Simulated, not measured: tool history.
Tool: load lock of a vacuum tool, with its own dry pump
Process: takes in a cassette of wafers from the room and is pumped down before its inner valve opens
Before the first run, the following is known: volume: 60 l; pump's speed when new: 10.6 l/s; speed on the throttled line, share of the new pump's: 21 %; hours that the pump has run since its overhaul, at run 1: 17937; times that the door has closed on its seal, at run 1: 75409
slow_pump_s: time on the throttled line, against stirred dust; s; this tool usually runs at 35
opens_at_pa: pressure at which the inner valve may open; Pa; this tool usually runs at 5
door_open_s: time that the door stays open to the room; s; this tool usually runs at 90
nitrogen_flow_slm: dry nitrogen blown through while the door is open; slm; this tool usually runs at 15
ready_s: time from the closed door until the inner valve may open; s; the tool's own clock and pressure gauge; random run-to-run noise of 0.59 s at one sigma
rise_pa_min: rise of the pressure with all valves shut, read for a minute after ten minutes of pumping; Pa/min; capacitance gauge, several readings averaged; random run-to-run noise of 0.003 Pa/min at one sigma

run	hour	slow_pump_s	opens_at_pa	door_open_s	nitrogen_flow_slm	hours that the pump has run since its overhaul	times that the door has closed on its seal	incoming humidity of the room's air, %	ready_s	rise_pa_min
1	0.0	35	5	90	15	17937	75409	44.0	84.3	0.042
2	273.8	35	5	90	15	18211	76560	44.2	83.7	0.040
3	813.6	35	5	90	15	18751	78829	44.7	84.5	0.039
# hour 929.3: door's seal changed, seat wiped
4	1164.2	35	5	90	15	19100	987	46.6	84.8	0.037
5	1513.2	35	5	51	15	19449	2455	45.5	84.6	0.032
6	1922.0	35	5	90	25	19858	4173	47.3	84.6	0.027
7	2158.3	35	5	90	15	20094	5167	46.4	84.6	0.043
8	2679.3	35	5	90	15	20615	7357	46.6	85.6	0.040
9	3160.8	35	5	90	15	21097	9381	43.7	85.1	0.042
10	3642.9	35	5	90	12	21579	11408	45.7	85.2	0.046
11	4159.3	35	5	90	15	22095	13579	44.5	85.0	0.038
12	4471.5	35	5	90	15	22407	14891	42.3	84.1	0.040
13	4915.8	35	9	90	15	22851	16759	41.9	81.7	0.033
14	5243.8	35	9	90	36	23180	18138	45.4	81.1	0.026
15	5687.1	35	6	109	15	23623	20002	45.8	83.8	0.044
16	6196.0	35	8	90	26	24132	22141	43.9	82.0	0.032
# hour 6294.8: dry pump taken out, an overhauled one fitted
17	6710.4	35	8	113	26	416	24279	44.6	82.5	0.038
18	6968.9	35	8	113	26	674	25366	45.3	81.6	0.032
19	7369.5	25	5	121	10	1075	27050	44.7	75.9	0.056
20	7592.4	30	5	90	15	1298	27987	46.5	80.4	0.042
21	7843.1	65	5	90	15	1548	29041	46.2	109.0	0.048
22	8168.8	20	6	90	22	1874	30410	41.6	71.7	0.033
23	8654.0	20	6	168	22	2359	32449	45.7	71.2	0.044

Forecast each of these 4 alternatives for the next run:
A	8891.4	20	6	168	29	2597	33448	43.3	?	?
B	8891.4	31	6	37	7	2597	33448	48.4	?	?
C	8891.4	53	9	39	22	2597	33448	45.6	?	?
D	8891.4	46	5	90	18	2597	33448	43.0	?	?

run	ready_s	rise_pa_min
A	71.8	0.043
B	80.3	0.042
C	95.9	0.024
D	92.6	0.039
With the hidden condition removed and each run's random variation left untouched, the same runs would have given:
run	ready_s	rise_pa_min
A	71.8	0.042
B	80.3	0.042
C	95.9	0.023
D	92.6	0.038
